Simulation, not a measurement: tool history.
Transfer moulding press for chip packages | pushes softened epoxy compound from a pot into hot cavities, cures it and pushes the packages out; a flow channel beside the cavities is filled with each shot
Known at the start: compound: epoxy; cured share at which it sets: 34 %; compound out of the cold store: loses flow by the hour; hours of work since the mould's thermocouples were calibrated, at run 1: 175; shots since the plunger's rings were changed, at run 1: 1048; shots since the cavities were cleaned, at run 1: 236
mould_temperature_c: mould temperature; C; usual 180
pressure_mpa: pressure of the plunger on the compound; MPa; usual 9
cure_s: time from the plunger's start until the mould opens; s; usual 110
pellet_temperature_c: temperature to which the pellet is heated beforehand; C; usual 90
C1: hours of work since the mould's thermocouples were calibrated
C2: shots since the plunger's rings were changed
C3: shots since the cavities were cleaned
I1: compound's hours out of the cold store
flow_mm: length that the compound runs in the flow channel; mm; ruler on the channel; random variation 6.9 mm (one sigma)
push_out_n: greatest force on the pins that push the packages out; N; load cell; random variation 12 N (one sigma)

run 1 hour=0 | mould_temperature_c=180 pressure_mpa=9 cure_s=110 pellet_temperature_c=90 | C1=175 C2=1048 C3=236 | I1=33.7 | flow_mm=709 push_out_n=740
run 2 hour=9.2 | mould_temperature_c=180 pressure_mpa=9 cure_s=110 pellet_temperature_c=90 | C1=179 C2=1111 C3=299 | I1=16.6 | flow_mm=793 push_out_n=830
run 3 hour=17 | mould_temperature_c=180 pressure_mpa=9 cure_s=110 pellet_temperature_c=90 | C1=183 C2=1164 C3=352 | I1=41.9 | flow_mm=693 push_out_n=765
run 4 hour=24.2 | mould_temperature_c=180 pressure_mpa=9 cure_s=110 pellet_temperature_c=90 | C1=186 C2=1213 C3=401 | I1=45.3 | flow_mm=676 push_out_n=810
run 5 hour=28.9 | mould_temperature_c=180 pressure_mpa=9 cure_s=110 pellet_temperature_c=90 | C1=188 C2=1246 C3=434 | I1=42.4 | flow_mm=682 push_out_n=816
run 6 hour=32.9 | mould_temperature_c=180 pressure_mpa=9 cure_s=110 pellet_temperature_c=88 | C1=189 C2=1273 C3=461 | I1=35.3 | flow_mm=700 push_out_n=852
run 7 hour=42.1 | mould_temperature_c=180 pressure_mpa=9 cure_s=110 pellet_temperature_c=88 | C1=193 C2=1336 C3=524 | I1=27.5 | flow_mm=745 push_out_n=876
run 8 hour=48.7 | mould_temperature_c=180 pressure_mpa=9 cure_s=110 pellet_temperature_c=88 | C1=196 C2=1381 C3=569 | I1=22.4 | flow_mm=754 push_out_n=938
run 9 hour=55.2 | mould_temperature_c=180 pressure_mpa=9 cure_s=110 pellet_temperature_c=90 | C1=199 C2=1426 C3=614 | I1=23.4 | flow_mm=745 push_out_n=895
run 10 hour=61.1 | mould_temperature_c=180 pressure_mpa=9 cure_s=110 pellet_temperature_c=90 | C1=202 C2=1466 C3=654 | I1=27.8 | flow_mm=731 push_out_n=929
-- hour=64.7 cavities cleaned with cleaning compound and waxed
run 11 hour=70.5 | mould_temperature_c=180 pressure_mpa=9 cure_s=110 pellet_temperature_c=90 | C1=205 C2=1520 C3=39 | I1=43.1 | flow_mm=684 push_out_n=592
run 12 hour=75 | mould_temperature_c=180 pressure_mpa=9 cure_s=110 pellet_temperature_c=90 | C1=207 C2=1551 C3=70 | I1=9.2 | flow_mm=808 push_out_n=639
run 13 hour=80.2 | mould_temperature_c=180 pressure_mpa=9 cure_s=110 pellet_temperature_c=90 | C1=210 C2=1587 C3=106 | I1=23.4 | flow_mm=747 push_out_n=649
run 14 hour=87.6 | mould_temperature_c=177 pressure_mpa=9 cure_s=110 pellet_temperature_c=90 | C1=213 C2=1637 C3=156 | I1=36.4 | flow_mm=706 push_out_n=801
run 15 hour=96.6 | mould_temperature_c=179 pressure_mpa=9 cure_s=110 pellet_temperature_c=90 | C1=217 C2=1699 C3=218 | I1=23.1 | flow_mm=752 push_out_n=778
run 16 hour=101.1 | mould_temperature_c=184 pressure_mpa=10.9 cure_s=97 pellet_temperature_c=87 | C1=219 C2=1730 C3=249 | I1=10.7 | flow_mm=874 push_out_n=838
run 17 hour=105 | mould_temperature_c=184 pressure_mpa=10.9 cure_s=97 pellet_temperature_c=87 | C1=220 C2=1757 C3=276 | I1=15.2 | flow_mm=861 push_out_n=797
run 18 hour=112.8 | mould_temperature_c=184 pressure_mpa=10.9 cure_s=97 pellet_temperature_c=87 | C1=224 C2=1810 C3=329 | I1=47.7 | flow_mm=707 push_out_n=790
run 19 hour=117.5 | mould_temperature_c=185 pressure_mpa=10.93 cure_s=110 pellet_temperature_c=95 | C1=226 C2=1842 C3=361 | I1=28.2 | flow_mm=774 push_out_n=662
run 20 hour=127.2 | mould_temperature_c=174 pressure_mpa=10.93 cure_s=110 pellet_temperature_c=99 | C1=230 C2=1909 C3=428 | I1=30.2 | flow_mm=805 push_out_n=1217
run 21 hour=133.9 | mould_temperature_c=174 pressure_mpa=10.93 cure_s=110 pellet_temperature_c=99 | C1=233 C2=1955 C3=474 | I1=31.7 | flow_mm=804 push_out_n=1208
run 22 hour=142 | mould_temperature_c=182 pressure_mpa=10.93 cure_s=110 pellet_temperature_c=99 | C1=237 C2=2010 C3=529 | I1=47 | flow_mm=710 push_out_n=722
run 23 hour=149.1 | mould_temperature_c=182 pressure_mpa=9.44 cure_s=95 pellet_temperature_c=91 | C1=240 C2=2058 C3=577 | I1=9.6 | flow_mm=821 push_out_n=1172
run 24 hour=155.8 | mould_temperature_c=182 pressure_mpa=9.44 cure_s=95 pellet_temperature_c=91 | C1=243 C2=2105 C3=624 | I1=38.4 | flow_mm=681 push_out_n=1061
run 25 hour=160.4 | mould_temperature_c=182 pressure_mpa=6.95 cure_s=98 pellet_temperature_c=83 | C1=245 C2=2136 C3=655 | I1=16.2 | flow_mm=674 push_out_n=1085
-- hour=164.1 cavities cleaned with cleaning compound and waxed
run 26 hour=169.3 | mould_temperature_c=182 pressure_mpa=6.95 cure_s=98 pellet_temperature_c=83 | C1=248 C2=2186 C3=35 | I1=10.6 | flow_mm=695 push_out_n=735
run 27 hour=175.8 | mould_temperature_c=183 pressure_mpa=9.18 cure_s=98 pellet_temperature_c=91 | C1=251 C2=2231 C3=80 | I1=46 | flow_mm=659 push_out_n=658
run 28 hour=180.2 | mould_temperature_c=176 pressure_mpa=8.32 cure_s=144 pellet_temperature_c=83 | C1=253 C2=2261 C3=110 | I1=24.9 | flow_mm=715 push_out_n=554
run 29 hour=184.7 | mould_temperature_c=176 pressure_mpa=8.32 cure_s=144 pellet_temperature_c=83 | C1=255 C2=2292 C3=141 | I1=25 | flow_mm=710 push_out_n=579

Hidden state at the last listed run before each entry between runs and at the first one after, where it differs:
Between runs 10 and 11: cavities cleaned with cleaning compound and waxed (hour 64.7)
  pressure that reaches the compound, % of what is set: 95.31 -> 95.14; grip of the stained cavities, % over clean ones': 65.9 -> 7.5
  measured less the result without the state, flow_mm: -17 -> -17 mm; push_out_n: +375 -> +48 N
Between runs 25 and 26: cavities cleaned with cleaning compound and waxed (hour 164.1)
  pressure that reaches the compound, % of what is set: 93.21 -> 93.05; grip of the stained cavities, % over clean ones': 65 -> 9.2
  measured less the result without the state, flow_mm: -24 -> -25 mm; push_out_n: +437 -> +75 N
